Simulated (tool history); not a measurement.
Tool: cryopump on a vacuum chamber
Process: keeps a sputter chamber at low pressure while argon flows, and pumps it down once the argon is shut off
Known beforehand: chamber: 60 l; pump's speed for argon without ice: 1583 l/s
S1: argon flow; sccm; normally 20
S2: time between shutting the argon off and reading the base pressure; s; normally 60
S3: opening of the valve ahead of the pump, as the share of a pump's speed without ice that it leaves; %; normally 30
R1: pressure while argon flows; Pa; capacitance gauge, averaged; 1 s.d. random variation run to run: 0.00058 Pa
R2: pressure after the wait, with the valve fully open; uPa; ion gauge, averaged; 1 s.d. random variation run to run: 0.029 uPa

run 1 hour=0.0 | S1=20 S2=60 S3=30 | R1=0.0757 R2=1.81
run 2 hour=50.5 | S1=20 S2=20 S3=30 | R1=0.0761 R2=4.26
run 3 hour=100.3 | S1=20 S2=60 S3=30 | R1=0.0749 R2=1.92
run 4 hour=186.0 | S1=20 S2=60 S3=30 | R1=0.0755 R2=2.01
run 5 hour=275.8 | S1=8 S2=60 S3=30 | R1=0.0309 R2=2.10
-- hour=352.0 pump warmed up, emptied and cooled again
run 6 hour=362.9 | S1=27 S2=60 S3=30 | R1=0.0974 R2=1.97
run 7 hour=476.4 | S1=20 S2=60 S3=30 | R1=0.0721 R2=2.09
run 8 hour=583.6 | S1=20 S2=60 S3=50 | R1=0.0444 R2=2.13
run 9 hour=706.6 | S1=20 S2=60 S3=54 | R1=0.0397 R2=2.24
run 10 hour=774.4 | S1=20 S2=60 S3=30 | R1=0.0738 R2=2.31
run 11 hour=828.6 | S1=20 S2=60 S3=30 | R1=0.0728 R2=2.41
run 12 hour=929.7 | S1=20 S2=60 S3=30 | R1=0.0732 R2=2.34
run 13 hour=1003.7 | S1=20 S2=60 S3=30 | R1=0.0743 R2=2.47
run 14 hour=1099.2 | S1=20 S2=60 S3=30 | R1=0.0749 R2=2.61
run 15 hour=1165.3 | S1=37 S2=60 S3=17 | R1=0.2388 R2=2.65
run 16 hour=1269.1 | S1=37 S2=60 S3=17 | R1=0.2391 R2=2.74
run 17 hour=1382.7 | S1=21 S2=33 S3=19 | R1=0.1223 R2=3.77
run 18 hour=1492.5 | S1=21 S2=33 S3=19 | R1=0.1210 R2=3.90
run 19 hour=1574.2 | S1=21 S2=33 S3=19 | R1=0.1230 R2=4.03
run 20 hour=1650.3 | S1=15 S2=60 S3=55 | R1=0.0319 R2=3.07
run 21 hour=1705.8 | S1=20 S2=241 S3=25 | R1=0.0908 R2=2.33
run 22 hour=1787.2 | S1=20 S2=57 S3=19 | R1=0.1161 R2=3.36
-- hour=1864.6 pump warmed up, emptied and cooled again
run 23 hour=1872.4 | S1=16 S2=41 S3=18 | R1=0.0955 R2=3.59
run 24 hour=1945.6 | S1=16 S2=41 S3=18 | R1=0.0965 R2=3.59
run 25 hour=1996.3 | S1=38 S2=132 S3=24 | R1=0.1700 R2=2.46
run 26 hour=2082.7 | S1=9 S2=33 S3=16 | R1=0.0596 R2=4.03

Below, each run's measurement less what the same run would have read without the hidden state. Both values contain the same run-to-run variation, but the gauge's scatter may not be the same in both:
Unlogged tool condition in this case: pump's speed, % of a pump's without ice; cold plate's temperature, K; leak into the chamber, uPa l/s; drift of the gauge itself on working_pa, %; drift of the gauge itself on base_upa, %.
run=1 R1=+0.0039 R2=+0.48
run=2 R1=+0.0040 R2=+0.53
run=3 R1=+0.0042 R2=+0.57
run=4 R1=+0.0046 R2=+0.64
run=5 R1=+0.0020 R2=+0.73
run=6 R1=+0.0004 R2=+0.62
run=7 R1=+0.0007 R2=+0.69
run=8 R1=+0.0010 R2=+0.78
run=9 R1=+0.0013 R2=+0.88
run=10 R1=+0.0016 R2=+0.94
run=11 R1=+0.0018 R2=+1.00
run=12 R1=+0.0021 R2=+1.04
run=13 R1=+0.0024 R2=+1.14
run=14 R1=+0.0028 R2=+1.24
run=15 R1=+0.0054 R2=+1.30
run=16 R1=+0.0062 R2=+1.39
run=17 R1=+0.0039 R2=+1.49
run=18 R1=+0.0043 R2=+1.61
run=19 R1=+0.0047 R2=+1.70
run=20 R1=+0.0035 R2=+1.74
run=21 R1=+0.0050 R2=+1.85
run=22 R1=+0.0052 R2=+1.93
run=23 R1=+0.0004 R2=+1.63
run=24 R1=+0.0005 R2=+1.68
run=25 R1=+0.0016 R2=+1.71
run=26 R1=+0.0005 R2=+1.75
